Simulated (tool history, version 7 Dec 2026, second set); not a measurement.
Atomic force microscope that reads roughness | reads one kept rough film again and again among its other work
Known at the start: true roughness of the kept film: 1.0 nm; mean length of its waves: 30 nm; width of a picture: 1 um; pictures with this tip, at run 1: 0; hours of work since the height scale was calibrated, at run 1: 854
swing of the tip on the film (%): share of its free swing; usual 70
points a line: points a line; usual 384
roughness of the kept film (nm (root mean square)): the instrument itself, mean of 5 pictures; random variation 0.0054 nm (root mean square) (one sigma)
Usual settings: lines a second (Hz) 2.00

run,hour,lines a second (Hz),swing of the tip on the film (%),points a line,pictures with this tip,hours of work since the height scale was calibrated,roughness of the kept film (nm (root mean square))
1,0.0,2.00,70,384,0,854,0.882
2,47.6,2.00,70,384,49,882,0.840
3,80.9,2.00,70,639,82,902,0.820
# hour 106.2: new tip fitted
4,144.0,2.00,70,639,38,939,0.855
5,199.6,0.86,70,384,95,972,0.840
# hour 215.7: new tip fitted
6,245.0,0.86,70,478,30,999,0.907
7,282.3,0.86,70,478,68,1021,0.869
# hour 320.9: new tip fitted
8,340.9,3.79,70,384,20,1055,0.808
9,398.9,3.79,70,384,79,1090,0.766
# hour 427.4: new tip fitted
10,450.9,2.00,70,298,23,1120,0.855
11,488.7,2.00,70,298,62,1143,0.826
12,520.5,2.00,70,462,94,1162,0.805
# hour 534.3: new tip fitted
13,577.1,2.00,70,462,43,1195,0.843
14,613.8,2.00,70,462,81,1217,0.816
# hour 640.2: new tip fitted
15,662.6,2.00,70,462,23,1245,0.856
16,708.5,2.00,70,462,69,1273,0.826
17,743.0,2.00,70,725,104,1293,0.797
# hour 749.2: new tip fitted
18,808.1,0.59,70,384,60,1332,0.872
# hour 853.5: new tip fitted
19,865.8,0.59,70,384,12,1365,0.925
20,909.9,0.59,70,384,57,1392,0.877
# hour 963.4: new tip fitted
21,967.0,0.59,70,384,4,1425,0.932
22,1014.9,0.59,70,384,52,1454,0.870
23,1055.5,2.00,70,384,93,1478,0.792
# hour 1071.9: new tip fitted
24,1089.0,2.00,70,384,17,1497,0.861
25,1149.6,2.00,70,384,79,1533,0.812
# hour 1176.6: new tip fitted
26,1184.8,2.00,70,384,8,1554,0.875
27,1226.6,3.28,64,960,50,1579,0.830
# hour 1283.4: new tip fitted
28,1286.5,3.28,64,960,3,1614,0.868
29,1318.9,2.13,64,450,36,1633,0.863
30,1384.0,2.13,74,835,102,1672,0.781
# hour 1391.3: new tip fitted
31,1414.9,1.26,70,384,24,1690,0.878
32,1462.2,2.00,70,954,72,1718,0.818
33,1491.6,1.14,70,315,102,1736,0.803
# hour 1496.4: new tip fitted
34,1523.4,3.18,70,355,27,1754,0.817
35,1584.9,3.18,70,355,90,1791,0.765
# hour 1600.7: new tip fitted
36,1633.9,3.44,85,384,33,1820,0.702
37,1698.4,3.44,85,384,99,1858,0.648
# hour 1707.0: new tip fitted
38,1749.2,0.82,70,476,43,1888,0.873
39,1786.2,0.82,56,476,81,1910,0.870
# hour 1813.2: new tip fitted
40,1813.3,1.71,87,585,0,1926,0.820
41,1847.2,1.71,87,585,34,1946,0.786
42,1904.5,1.71,87,585,92,1980,0.747
# hour 1921.2: new tip fitted
43,1961.4,1.71,87,585,41,2013,0.787
44,1989.5,2.00,70,659,69,2030,0.813
# hour 2029.1: new tip fitted
45,2051.5,2.00,70,317,23,2066,0.846
46,2085.1,2.96,77,384,57,2086,0.759
47,2122.0,0.72,70,384,94,2108,0.832
# hour 2138.4: new tip fitted
48,2179.4,0.72,70,384,42,2142,0.870
# hour 2243.9: new tip fitted
49,2243.9,1.68,63,256,0,2180,0.895
50,2299.7,1.13,70,572,57,2213,0.850

Measured less the same run without the tool's hidden state. The same run-to-run variation is in both; the gauge's scatter may not be:
The hidden state here: radius of the tip, nm; height scale over the true one, %; drift of the gauge itself on roughness_nm, %.
run,roughness of the kept film (nm (root mean square))
1,-0.008
2,-0.053
3,-0.080
4,-0.038
5,-0.090
6,-0.037
7,-0.070
8,-0.028
9,-0.073
10,-0.032
11,-0.062
12,-0.089
13,-0.050
14,-0.080
15,-0.032
16,-0.072
17,-0.100
18,-0.067
19,-0.026
20,-0.069
21,-0.019
22,-0.062
23,-0.087
24,-0.030
25,-0.082
26,-0.024
27,-0.058
28,-0.018
29,-0.047
30,-0.099
31,-0.039
32,-0.081
33,-0.107
34,-0.041
35,-0.091
36,-0.043
37,-0.088
38,-0.056
39,-0.088
40,-0.018
41,-0.049
42,-0.093
43,-0.053
44,-0.080
45,-0.040
46,-0.063
47,-0.105
48,-0.065
49,-0.022
50,-0.071

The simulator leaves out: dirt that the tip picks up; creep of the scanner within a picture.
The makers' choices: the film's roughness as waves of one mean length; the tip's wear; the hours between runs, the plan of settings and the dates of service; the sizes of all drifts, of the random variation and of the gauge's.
